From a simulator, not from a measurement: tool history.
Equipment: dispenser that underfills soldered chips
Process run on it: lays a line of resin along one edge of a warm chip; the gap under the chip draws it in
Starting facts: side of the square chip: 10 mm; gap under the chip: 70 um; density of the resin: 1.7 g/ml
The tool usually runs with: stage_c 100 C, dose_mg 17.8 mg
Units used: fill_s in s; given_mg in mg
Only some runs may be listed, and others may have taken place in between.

| run | hour | stage_c | dose_mg | fill_s | given_mg |
|---|---|---|---|---|---|
| 1 | 0 | 100 | 17.8 | 42.9 | 17.58 |
|  | 4 | new syringe of resin |
| 2 | 5.9 | 100 | 18 | 32.3 | 17.71 |
| 3 | 10.8 | 100 | 17.8 | 44 | 17.57 |
|  | 14.9 | new syringe of resin |
| 4 | 16.3 | 100 | 19 | 31.1 | 18.66 |
| 5 | 20.1 | 100 | 19 | 40.2 | 18.68 |
| 6 | 25 | 100 | 18 | 53.9 | 17.51 |
|  | 25.9 | new syringe of resin |
| 7 | 31.7 | 100 | 18 | 41.1 | 17.63 |
| 8 | 35.4 | 100 | 17.8 | 51.4 | 17.37 |
|  | 36.6 | new syringe of resin |
| 9 | 41.9 | 100 | 17.8 | 40 | 17.21 |
| 10 | 44.8 | 100 | 17.8 | 47 | 17.43 |
|  | 47.7 | new syringe of resin |
| 11 | 51.4 | 93 | 20.2 | 50.4 | 19.58 |
| 12 | 57.1 | 93 | 20.8 | 68.2 | 20.22 |
|  | 58.4 | new syringe of resin |
| 13 | 60.5 | 91 | 19.4 | 48.5 | 18.7 |
| 14 | 64.6 | 91 | 19.4 | 62.4 | 18.62 |
| 15 | 68.4 | 91 | 19.4 | 76.4 | 18.72 |
|  | 69.3 | new syringe of resin |
| 16 | 74.4 | 87 | 18.3 | 71.6 | 17.59 |
| 17 | 78.3 | 92 | 17.4 | 71.1 | 16.71 |
|  | 80.1 | new syringe of resin |
| 18 | 81.8 | 111 | 15.1 | 22.4 | 14.32 |
| 19 | 87.4 | 113 | 16.5 | 28.5 | 15.8 |
| 20 | 90.4 | 109 | 21.4 | 37.8 | 20.37 |

Selected run-to-run steps in fill_s, each split into two signed amounts: the part the tool would show with no hidden state at all (from settings, incoming material and random variation), and the remainder, which goes to the hidden state together with any gauge scatter not common to the measured and the hidden-state-free results:
Hidden state present: resin's viscosity, % of fresh resin's; dose that the valve gives, % of what is set; true chip temperature over the reading, C; drift of the gauge itself on fill_s, %; drift of the gauge itself on given_mg, %.
Run 12 -> 13: stage_c 93 -> 91, dose_mg 20.8 -> 19.4, new syringe of resin. fill_s -19.7 s: hidden state -24.4, all else +4.7.
Run 17 -> 18: stage_c 92 -> 111, dose_mg 17.4 -> 15.1, new syringe of resin. fill_s -48.7 s: hidden state -27.2, all else -21.5.

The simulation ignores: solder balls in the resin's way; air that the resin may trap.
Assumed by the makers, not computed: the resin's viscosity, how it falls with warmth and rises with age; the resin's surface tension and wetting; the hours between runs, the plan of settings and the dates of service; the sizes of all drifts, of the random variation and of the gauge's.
